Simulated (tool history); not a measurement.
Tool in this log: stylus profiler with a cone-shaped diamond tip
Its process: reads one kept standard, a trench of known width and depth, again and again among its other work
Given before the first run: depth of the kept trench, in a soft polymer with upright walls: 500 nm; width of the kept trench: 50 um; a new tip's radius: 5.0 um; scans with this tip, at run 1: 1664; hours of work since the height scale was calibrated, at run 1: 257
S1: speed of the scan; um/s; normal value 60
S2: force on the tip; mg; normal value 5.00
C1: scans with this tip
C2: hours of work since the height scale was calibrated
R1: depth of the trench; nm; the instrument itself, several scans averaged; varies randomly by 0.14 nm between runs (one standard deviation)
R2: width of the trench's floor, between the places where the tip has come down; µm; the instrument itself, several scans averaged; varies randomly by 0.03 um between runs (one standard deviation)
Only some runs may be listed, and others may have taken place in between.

{"run": 1, "hour": 0.0, "S1": 60, "S2": 5.0, "C1": 1664, "C2": 257, "R1": 505.01, "R2": 45.14}
{"run": 2, "hour": 28.0, "S1": 60, "S2": 5.0, "C1": 1791, "C2": 276, "R1": 505.2, "R2": 45.08}
{"run": 3, "hour": 52.6, "S1": 60, "S2": 5.0, "C1": 1902, "C2": 293, "R1": 505.05, "R2": 45.07}
{"run": 4, "hour": 78.7, "S1": 220, "S2": 5.0, "C1": 2020, "C2": 311, "R1": 504.9, "R2": 44.33}
{"run": 5, "hour": 97.1, "S1": 80, "S2": 5.0, "C1": 2103, "C2": 324, "R1": 505.0, "R2": 45.0}
{"run": 6, "hour": 123.6, "S1": 80, "S2": 5.0, "C1": 2222, "C2": 343, "R1": 505.1, "R2": 44.94}
{"run": 7, "hour": 152.2, "S1": 80, "S2": 5.0, "C1": 2352, "C2": 362, "R1": 505.39, "R2": 44.88}
{"run": 8, "hour": 182.7, "S1": 80, "S2": 1.82, "C1": 2489, "C2": 384, "R1": 502.92, "R2": 44.65}
{"run": 9, "hour": 202.4, "S1": 80, "S2": 1.82, "C1": 2578, "C2": 397, "R1": 502.76, "R2": 44.68}
{"run": 10, "hour": 237.0, "S1": 80, "S2": 4.87, "C1": 2734, "C2": 421, "R1": 505.37, "R2": 44.79}
{"run": 11, "hour": 262.7, "S1": 145, "S2": 4.63, "C1": 2850, "C2": 439, "R1": 505.03, "R2": 44.51}
{"run": 12, "hour": 286.9, "S1": 65, "S2": 5.46, "C1": 2960, "C2": 456, "R1": 505.54, "R2": 44.82}
{"run": 13, "hour": 313.5, "S1": 68, "S2": 2.61, "C1": 3080, "C2": 475, "R1": 503.91, "R2": 44.68}
{"run": 14, "hour": 346.1, "S1": 68, "S2": 2.61, "C1": 3227, "C2": 497, "R1": 503.64, "R2": 44.73}
{"run": 15, "hour": 381.3, "S1": 68, "S2": 2.61, "C1": 3386, "C2": 522, "R1": 504.0, "R2": 44.58}
{"run": 16, "hour": 414.9, "S1": 68, "S2": 2.61, "C1": 3538, "C2": 545, "R1": 504.1, "R2": 44.59}
{"run": 17, "hour": 434.5, "S1": 43, "S2": 4.91, "C1": 3626, "C2": 559, "R1": 505.59, "R2": 44.75}
{"run": 18, "hour": 457.6, "S1": 43, "S2": 4.91, "C1": 3731, "C2": 575, "R1": 505.48, "R2": 44.8}
{"run": 19, "hour": 479.3, "S1": 43, "S2": 4.91, "C1": 3829, "C2": 590, "R1": 505.63, "R2": 44.73}

Alternative continuations, all from the tool just after run 19; predict every row:
{"run": "A", "hour": 495.1, "S1": 94, "S2": 2.31, "C1": 3900, "C2": 601, "R1": "?", "R2": "?"}
{"run": "B", "hour": 495.1, "S1": 60, "S2": 6.47, "C1": 3900, "C2": 601, "R1": "?", "R2": "?"}
{"run": "C", "hour": 495.1, "S1": 47, "S2": 5.51, "C1": 3900, "C2": 601, "R1": "?", "R2": "?"}
{"run": "D", "hour": 495.1, "S1": 60, "S2": 6.34, "C1": 3900, "C2": 601, "R1": "?", "R2": "?"}

run=A R1=503.51 R2=44.33
run=B R1=506.57 R2=44.67
run=C R1=505.92 R2=44.75
run=D R1=506.40 R2=44.71
With the hidden condition removed and each run's random variation left untouched, the same runs would have given:
run=A R1=502.49 R2=45.05
run=B R1=505.54 R2=45.38
run=C R1=504.89 R2=45.47
run=D R1=505.37 R2=45.43
